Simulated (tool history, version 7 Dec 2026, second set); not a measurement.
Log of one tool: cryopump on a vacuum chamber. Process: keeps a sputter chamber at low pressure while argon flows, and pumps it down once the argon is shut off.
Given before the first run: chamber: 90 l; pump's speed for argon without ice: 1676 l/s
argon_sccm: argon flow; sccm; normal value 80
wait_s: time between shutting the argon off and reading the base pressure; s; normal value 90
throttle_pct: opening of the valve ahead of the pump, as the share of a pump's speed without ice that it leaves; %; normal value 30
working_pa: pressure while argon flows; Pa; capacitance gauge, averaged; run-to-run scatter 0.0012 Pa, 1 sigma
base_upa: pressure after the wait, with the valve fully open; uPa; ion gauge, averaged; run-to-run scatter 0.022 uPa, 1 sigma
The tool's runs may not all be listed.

| run | day | argon_sccm | wait_s | throttle_pct | working_pa | base_upa |
|---|---|---|---|---|---|---|
| 1 | 0 | 80 | 90 | 30 | 0.2817 | 0.94 |
| 2 | 4.712 | 62 | 90 | 30 | 0.2183 | 1.01 |
| 3 | 9.017 | 43 | 90 | 30 | 0.1524 | 1.09 |
| 4 | 11.654 | 43 | 90 | 30 | 0.1535 | 1.13 |
| 5 | 15.196 | 54 | 90 | 30 | 0.1942 | 1.14 |
| 6 | 17.338 | 80 | 90 | 27 | 0.3163 | 1.24 |
| 7 | 21.621 | 80 | 90 | 30 | 0.2891 | 1.25 |
| 8 | 24.896 | 80 | 90 | 30 | 0.2747 | 1.14 |
| 9 | 26.938 | 80 | 90 | 30 | 0.274 | 1.17 |
| 10 | 31.654 | 80 | 90 | 22 | 0.3723 | 1.26 |
| 11 | 34.258 | 80 | 90 | 30 | 0.2769 | 1.26 |
| 12 | 36.654 | 80 | 28 | 30 | 0.2798 | 2.2 |
| 13 | 39.138 | 80 | 28 | 30 | 0.281 | 2.18 |
| 14 | 44.054 | 80 | 28 | 30 | 0.2812 | 2.33 |
| 15 | 48.462 | 80 | 218 | 51 | 0.1728 | 0.41 |
| 16 | 51.358 | 74 | 38 | 42 | 0.1931 | 1.24 |
| 17 | 54.896 | 74 | 38 | 42 | 0.1937 | 1.28 |
| 18 | 59.962 | 38 | 39 | 34 | 0.1213 | 1.29 |
| 19 | 62.567 | 38 | 39 | 34 | 0.1238 | 1.39 |
| 20 | 65.083 | 48 | 44 | 16 | 0.3172 | 1.28 |
| 21 | 68.154 | 48 | 44 | 16 | 0.3078 | 1.19 |
| 22 | 70.975 | 34 | 43 | 16 | 0.2185 | 1.35 |

Not shown here: 3 entries made in the log between runs. Locate each between two listed runs and compare the hidden state at the listed run before it with the hidden state at the listed run after it:
Run 7 -> run 8: pump warmed up, emptied and cooled again (day 22.967)
  pump's speed, % of a pump's without ice: 83.7 -> 98.9; cold plate's temperature, K: 14.37 -> 14.4; leak into the chamber, uPa l/s: 1149 -> 1196
  measured value less the no-hidden-state value, working_pa: +0.0205 -> +0.0051 Pa; base_upa: +0.67 -> +0.58 uPa
Run 14 -> run 15: leaking fittings of the chamber tightened, without venting (day 44.762)
  pump's speed, % of a pump's without ice: 90.9 -> 89.1; cold plate's temperature, K: 14.64 -> 14.7; leak into the chamber, uPa l/s: 1497 -> 354
  measured value less the no-hidden-state value, working_pa: +0.0129 -> +0.015 Pa; base_upa: +0.86 -> +0.07 uPa
Run 20 -> run 21: pump warmed up, emptied and cooled again (day 66.783)
  pump's speed, % of a pump's without ice: 82.1 -> 99; cold plate's temperature, K: 14.9 -> 14.94; leak into the chamber, uPa l/s: 625 -> 670
  measured value less the no-hidden-state value, working_pa: +0.0142 -> +0.0036 Pa; base_upa: +0.31 -> +0.25 uPa

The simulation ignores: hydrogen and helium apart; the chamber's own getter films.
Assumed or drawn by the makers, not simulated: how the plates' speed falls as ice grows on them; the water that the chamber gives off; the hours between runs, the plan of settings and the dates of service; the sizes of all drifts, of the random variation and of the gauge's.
